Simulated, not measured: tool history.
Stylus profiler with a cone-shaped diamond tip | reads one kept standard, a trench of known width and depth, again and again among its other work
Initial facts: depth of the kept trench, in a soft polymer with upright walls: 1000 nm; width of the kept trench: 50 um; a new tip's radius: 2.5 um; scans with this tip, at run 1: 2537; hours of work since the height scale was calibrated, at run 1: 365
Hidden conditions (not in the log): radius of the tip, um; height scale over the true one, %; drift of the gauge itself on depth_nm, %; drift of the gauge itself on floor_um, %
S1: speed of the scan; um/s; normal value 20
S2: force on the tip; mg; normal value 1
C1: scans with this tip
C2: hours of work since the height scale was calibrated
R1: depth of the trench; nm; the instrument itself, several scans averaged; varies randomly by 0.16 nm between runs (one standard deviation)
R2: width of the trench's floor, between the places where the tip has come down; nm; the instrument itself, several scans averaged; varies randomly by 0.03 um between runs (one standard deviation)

run,hour,S1,S2,C1,C2,R1,R2
1,0,20,1,2537,365,1006.4,45780
2,13.6,20,1,2577,371,1006.22,45760
3,35.1,20,1,2640,380,1006.45,45850
4,55.6,20,1,2701,389,1006.34,45760
5,71.9,20,1,2749,396,1006.4,45810
6,93.5,20,1,2813,405,1006.27,45780
7,118.2,11,0.46,2885,416,1003.87,45840
8,131.1,63,0.41,2924,421,1003.63,44980
9,154.3,63,0.41,2992,431,1003.51,44990
10,176.3,5,0.35,3057,440,1003.29,45900
11,200.6,5,0.35,3129,451,1003.08,45890
12,218.2,16,0.43,3181,458,1003.89,45740

Branching from run 12: 4 alternative next runs. What would each branch give?
A,237.5,71,2.41,3238,466,?,?
B,237.5,48,2.92,3238,466,?,?
C,237.5,20,1.02,3238,466,?,?
D,237.5,42,0.37,3238,466,?,?

run,R1,R2
A,1011.53,45490
B,1012.79,45710
C,1006.73,45800
D,1003.3,45280
What these runs would have given with no unlogged condition in the tool:
run,R1,R2
A,1011.53,45490
B,1012.79,45710
C,1006.73,45800
D,1003.3,45290
